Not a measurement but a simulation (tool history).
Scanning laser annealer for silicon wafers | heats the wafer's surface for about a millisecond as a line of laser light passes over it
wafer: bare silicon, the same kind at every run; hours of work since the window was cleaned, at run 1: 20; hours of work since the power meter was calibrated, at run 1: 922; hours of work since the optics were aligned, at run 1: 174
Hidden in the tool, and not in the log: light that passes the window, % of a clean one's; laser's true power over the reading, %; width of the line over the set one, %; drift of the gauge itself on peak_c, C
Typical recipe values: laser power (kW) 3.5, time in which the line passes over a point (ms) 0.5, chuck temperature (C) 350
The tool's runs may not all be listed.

run    hour  laser power (kW)  time in which the line passes over a point (ms)  chuck temperature (C)  hours of work since the window was cleaned  hours of work since the power meter was calibrated  hours of work since the optics were aligned  highest temperature of the surface (C)
  1       0               3.5                                              0.5                    350                                          20                                                 922                                          174                                    1091
  2    68.4               3.5                                            0.462                    350                                          53                                                 956                                          208                                    1066
  3   133.1               3.5                                            0.462                    350                                          85                                                 988                                          240                                    1066
  4   211.2               3.5                                            0.462                    350                                         123                                                1026                                          278                                    1065
  5   287.5               3.5                                            0.462                    350                                         161                                                1064                                          316                                    1063
  6   366.1               3.5                                              0.5                    350                                         200                                                1102                                          355                                    1092
  7   404.8               3.5                                              0.5                    350                                         219                                                1121                                          374                                    1091
  8   491.6               3.5                                              0.5                    350                                         261                                                1164                                          416                                    1092
  9   563.1               3.5                                            0.554                    350                                         297                                                1199                                          451                                    1127
 10   605.3               3.5                                            0.554                    350                                         317                                                1220                                          472                                    1128
 11   642.4             3.405                                            0.554                    350                                         336                                                1238                                          490                                    1107
      681.9  -- window over the wafer cleaned
 12   689.7               3.5                                              0.5                    350                                           4                                                1260                                          513                                    1092
 13   768.2               3.5                                              0.5                    350                                          42                                                1299                                          551                                    1094
 14   804.9               3.5                                              0.5                    350                                          61                                                1317                                          569                                    1093
 15   860.6               3.5                                              0.5                    350                                          88                                                1344                                          597                                    1094
 16   937.2               3.5                                              0.5                    350                                         126                                                1382                                          634                                    1094
 17   996.2               3.5                                            0.418                    350                                         155                                                1411                                          663                                    1033
 18  1034.5               3.5                                              0.5                    350                                         173                                                1430                                          682                                    1093
     1114.3  -- optics aligned, line set to its width
 19  1120.3               3.5                                              0.5                    350                                         213                                                1470                                            3                                    1093
 20  1182.4               3.5                                              0.5                    350                                         244                                                1500                                           34                                    1095
 21  1252.3               3.5                                              0.5                    350                                         278                                                1535                                           68                                    1096
 22  1308.5               3.5                                              0.5                    350                                         306                                                1562                                           96                                    1094
 23    1371               3.5                                              0.5                    350                                         337                                                1593                                          126                                    1091
     1406.6  -- window over the wafer cleaned
 24    1446               3.5                                              0.5                    318                                          19                                                1629                                          162                                    1061
 25  1524.2             3.582                                            0.566                    373                                          58                                                1667                                          201                                    1181
 26  1563.1             3.743                                            0.558                    373                                          77                                                1687                                          220                                    1217
 27  1601.4               3.5                                            0.438                    350                                          96                                                1705                                          239                                    1045
 28  1639.8             3.519                                            0.372                    382                                         115                                                1724                                          257                                    1034
 29  1716.5             3.287                                            0.566                    334                                         152                                                1762                                          295                                    1069
 30  1798.9             3.287                                            0.566                    384                                         193                                                1803                                          336                                    1120
 31  1840.7             3.287                                            0.566                    384                                         214                                                1823                                          356                                    1118
 32  1914.1              3.47                                              0.5                    347                                         250                                                1859                                          392                                    1083
 33  1991.3             3.642                                            0.381                    386                                         288                                                1897                                          430                                    1068
 34  2052.5             3.766                                            0.598                    313                                         318                                                1927                                          460                                    1189
 35  2098.5             3.109                                            0.393                    370                                         340                                                1950                                          483                                     946
     2126.5  -- window over the wafer cleaned
 36    2182             3.109                                            0.393                    370                                          27                                                1990                                          523                                     951
 37  2227.1             3.123                                            0.466                    376                                          49                                                2012                                          545                                    1009
 38  2308.2             3.183                                              0.5                    351                                          89                                                2052                                          585                                    1019
 39  2360.9             3.751                                              0.5                    350                                         115                                                2078                                          611                                    1156
 40  2402.6             3.751                                              0.5                    350                                         136                                                2099                                          632                                    1153

Hidden state at the last listed run before each entry between runs and at the first one after, where it differs:
After run 11, before run 12: window over the wafer cleaned (hour 681.9)
  light that passes the window, % of a clean one's: 99.86 -> 100
After run 18, before run 19: optics aligned, line set to its width (hour 1114.3)
  light that passes the window, % of a clean one's: 99.94 -> 99.92; width of the line over the set one, %: 0.05 -> 0
After run 23, before run 24: window over the wafer cleaned (hour 1406.6)
  light that passes the window, % of a clean one's: 99.87 -> 99.99; width of the line over the set one, %: 0.01 -> 0.02
After run 35, before run 36: window over the wafer cleaned (hour 2126.5)
  light that passes the window, % of a clean one's: 99.88 -> 99.99

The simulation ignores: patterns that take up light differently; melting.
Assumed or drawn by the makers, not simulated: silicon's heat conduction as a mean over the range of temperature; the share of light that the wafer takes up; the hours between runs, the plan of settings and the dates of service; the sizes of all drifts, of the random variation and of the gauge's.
